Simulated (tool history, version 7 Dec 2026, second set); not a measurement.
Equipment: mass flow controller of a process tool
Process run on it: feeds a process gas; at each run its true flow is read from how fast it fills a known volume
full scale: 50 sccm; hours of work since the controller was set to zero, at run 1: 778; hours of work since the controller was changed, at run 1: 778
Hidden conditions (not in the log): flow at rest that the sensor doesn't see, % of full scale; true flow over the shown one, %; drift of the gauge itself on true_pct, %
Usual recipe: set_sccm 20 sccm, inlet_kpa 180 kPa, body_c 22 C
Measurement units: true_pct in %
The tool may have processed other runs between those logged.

run    hour  set_sccm  inlet_kpa  body_c  hours of work since the controller was set to zero  hours of work since the controller was changed  true_pct
  1     0.0        20        180      22                                                 778                                             778     98.41
  2   104.5        20        180      22                                                 860                                             860     98.28
  3   205.3        20        180      22                                                 939                                             939     98.36
  4   328.2        20        180      23                                                1034                                            1034     98.31
  5   402.4        20        180      23                                                1092                                            1092     98.39
  6   518.8        20        180      23                                                1183                                            1183     98.34
  7   599.3        20        180      23                                                1246                                            1246     98.42
  8   651.4        20        180      23                                                1287                                            1287     98.40
  9   724.3        20        258      22                                                1344                                            1344     98.11
 10   807.5        20        198      22                                                1408                                            1408     98.26
 11   880.4        20        198      22                                                1465                                            1465     98.30
 12   942.9         8        198      22                                                1514                                            1514     97.02
 13   995.6        20        180      22                                                1555                                            1555     98.21
 14  1048.8        20        180      22                                                1597                                            1597     98.24
 15  1126.7        20        180      22                                                1658                                            1658     98.25
 16  1242.1        20        180      22                                                1748                                            1748     98.27
 17  1341.8        20        166      22                                                1825                                            1825     98.37
 18  1427.6        20        180      22                                                1892                                            1892     98.24
 19  1508.7        20        226      22                                                1956                                            1956     98.12
 20  1621.1         8        240      22                                                2043                                            2043     96.53
 21  1683.6        20        158      22                                                2092                                            2092     98.26
 22  1780.6        20        180      32                                                2168                                            2168     98.67
 23  1874.5        20        180      32                                                2241                                            2241     98.69
 24  1948.8        20        180      32                                                2299                                            2299     98.68
 25  2071.8         9        192      32                                                2395                                            2395     97.23
 26  2141.9        41        228      22                                                2450                                            2450     99.55
 27  2244.0        41        228      22                                                2529                                            2529     99.56
 28  2352.5        26        180      26                                                2614                                            2614     98.75
 29  2401.9        26        180      26                                                2653                                            2653     98.86
 30  2509.8        26        180      26                                                2737                                            2737     98.96
 31  2567.9        35        180      37                                                2782                                            2782     99.98
 32  2622.7        13        194      35                                                2825                                            2825     97.95
 33  2684.7        28        244      38                                                2873                                            2873     99.33
 34  2791.8         6        183      21                                                2957                                            2957     95.46
 35  2896.0         6        183      21                                                3038                                            3038     95.39

Branching from run 35: 4 alternative next runs. What would each branch give?
  A  2989.5         6        183      38                                                3111                                            3111         ?
  B  2989.5        42        160      20                                                3111                                            3111         ?
  C  2989.5        14        183      21                                                3111                                            3111         ?
  D  2989.5        24        274      22                                                3111                                            3111         ?

run  true_pct
  A     96.01
  B     99.97
  C     97.44
  D     98.38
What these runs would have given with no unlogged condition in the tool:
run  true_pct
  A     98.22
  B     99.62
  C     97.95
  D     98.35
